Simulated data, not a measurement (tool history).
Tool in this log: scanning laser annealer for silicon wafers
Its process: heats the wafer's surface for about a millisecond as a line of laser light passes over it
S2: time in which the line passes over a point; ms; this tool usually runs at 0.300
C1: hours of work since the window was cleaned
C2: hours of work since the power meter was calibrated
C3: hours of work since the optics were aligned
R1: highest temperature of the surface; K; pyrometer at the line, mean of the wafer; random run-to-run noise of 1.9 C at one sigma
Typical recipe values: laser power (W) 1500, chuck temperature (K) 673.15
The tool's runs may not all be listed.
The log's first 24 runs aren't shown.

Run 25, hour 1122.6: usual settings but laser power (W) 1552, S2 0.368 ms, chuck temperature (K) 662.15; C1 260; C2 939; C3 516. Result: R1 1580.15 K.
Run 26, hour 1174.1: usual settings but laser power (W) 1305, chuck temperature (K) 657.15; C1 285; C2 964; C3 541. Result: R1 1330.15 K.
Run 27, hour 1224.3: usual settings but laser power (W) 1305, chuck temperature (K) 657.15; C1 310; C2 989; C3 566. Result: R1 1334.15 K.
Run 28, hour 1263.8: usual settings but laser power (W) 1305, chuck temperature (K) 657.15; C1 329; C2 1008; C3 585. Result: R1 1330.15 K.
Run 29, hour 1314.2: usual settings but laser power (W) 1301, S2 0.234 ms, chuck temperature (K) 707.15; C1 354; C2 1033; C3 610. Result: R1 1303.15 K.
Run 30, hour 1369.0: usual settings but laser power (W) 1425, chuck temperature (K) 702.15; C1 381; C2 1059; C3 637. Result: R1 1448.15 K.
Run 31, hour 1429.4: usual settings but laser power (W) 1291, S2 0.308 ms, chuck temperature (K) 656.15; C1 410; C2 1089; C3 666. Result: R1 1319.15 K.
Run 32, hour 1466.7: usual settings but laser power (W) 1291, S2 0.308 ms, chuck temperature (K) 656.15; C1 428; C2 1107; C3 684. Result: R1 1319.15 K.
Run 33, hour 1528.5: usual settings but S2 0.235 ms, chuck temperature (K) 677.15; C1 458; C2 1137; C3 714. Result: R1 1381.15 K.
Run 34, hour 1586.1: usual settings but S2 0.323 ms, chuck temperature (K) 677.15; C1 487; C2 1165; C3 743. Result: R1 1490.15 K.
Run 35, hour 1649.2: usual settings but laser power (W) 1367, S2 0.235 ms; C1 517; C2 1196; C3 773. Result: R1 1300.15 K.
Run 36, hour 1695.9: usual settings but laser power (W) 1510, chuck temperature (K) 665.15; C1 540; C2 1219; C3 796. Result: R1 1451.15 K.
Run 37, hour 1733.1: usual settings but chuck temperature (K) 668.15; C1 558; C2 1237; C3 814. Result: R1 1452.15 K.

Run 38, settings as shown, results not yet in. Your forecast:
Run 38, hour 1772.2: usual settings but laser power (W) 1341, S2 0.240 ms, chuck temperature (K) 696.15; C1 577; C2 1256; C3 833. Result: R1 ?.

R1: 1310.15 K
The same run, on a tool lacking any hidden state, would have yielded R1 1347.15 K.
